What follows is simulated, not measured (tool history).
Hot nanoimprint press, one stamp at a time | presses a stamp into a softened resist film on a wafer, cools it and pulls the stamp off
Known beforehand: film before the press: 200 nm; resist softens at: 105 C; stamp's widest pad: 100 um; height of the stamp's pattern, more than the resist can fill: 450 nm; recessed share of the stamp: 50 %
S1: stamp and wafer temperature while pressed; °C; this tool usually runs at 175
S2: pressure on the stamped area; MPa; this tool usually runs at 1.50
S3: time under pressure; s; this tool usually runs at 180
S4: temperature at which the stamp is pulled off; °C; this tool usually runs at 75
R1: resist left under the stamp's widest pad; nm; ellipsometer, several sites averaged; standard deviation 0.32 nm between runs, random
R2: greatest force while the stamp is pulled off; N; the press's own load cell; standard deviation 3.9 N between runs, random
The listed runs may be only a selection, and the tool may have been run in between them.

run,hour,S1,S2,S3,S4,R1,R2
1,0.0,175,1.50,180,75,95.0,237
2,13.8,175,1.50,180,75,95.1,235
3,42.9,175,1.50,329,75,78.1,249
4,67.2,175,1.50,329,75,78.5,252
5,83.4,175,1.50,319,75,79.6,251
6,100.7,175,1.50,319,75,79.9,254
7,126.6,175,1.50,319,75,79.5,260
8,158.1,175,1.50,319,75,80.1,273
9,178.6,175,1.94,319,75,69.1,267
10,211.3,175,1.94,97,75,103.9,276
# hour 230.1: stamp cleaned and given a new release coat
11,249.8,175,1.50,131,75,107.3,227
12,263.6,175,1.00,131,78,129.5,224
13,295.7,165,0.97,250,78,145.1,230
14,321.6,176,1.92,136,78,91.6,236
# hour 326.2: plate thermocouple calibrated
# hour 337.0: press's hydraulic seals changed and the load cell set to zero
15,353.7,182,1.56,180,63,76.4,265
16,370.3,180,2.13,298,78,56.7,246
17,385.0,169,2.13,298,79,84.4,245
18,416.5,169,2.13,298,79,85.0,249
# hour 430.6: plate thermocouple calibrated, once more
19,451.8,168,2.13,309,65,81.9,279
20,482.7,169,1.50,180,69,113.5,286
21,513.2,169,1.50,180,69,113.0,287

Forecast each of these 5 alternatives for the next run:
# hour 531.9: stamp cleaned and given a new release coat
A,540.7,169,1.00,115,69,?,?
# hour 531.9: stamp cleaned and given a new release coat
B,540.7,169,1.15,305,69,?,?
# hour 531.9: stamp cleaned and given a new release coat
C,540.7,169,1.66,232,69,?,?
# hour 531.9: stamp cleaned and given a new release coat
D,540.7,173,1.50,180,75,?,?
# hour 531.9: stamp cleaned and given a new release coat
E,540.7,166,1.50,180,69,?,?

run,R1,R2
A,150.2,234
B,110.6,229
C,99.5,238
D,99.9,219
E,125.0,236
Without the tool's hidden state the same runs would have given:
run,R1,R2
A,149.5,232
B,109.9,227
C,98.7,236
D,99.2,217
E,124.2,234
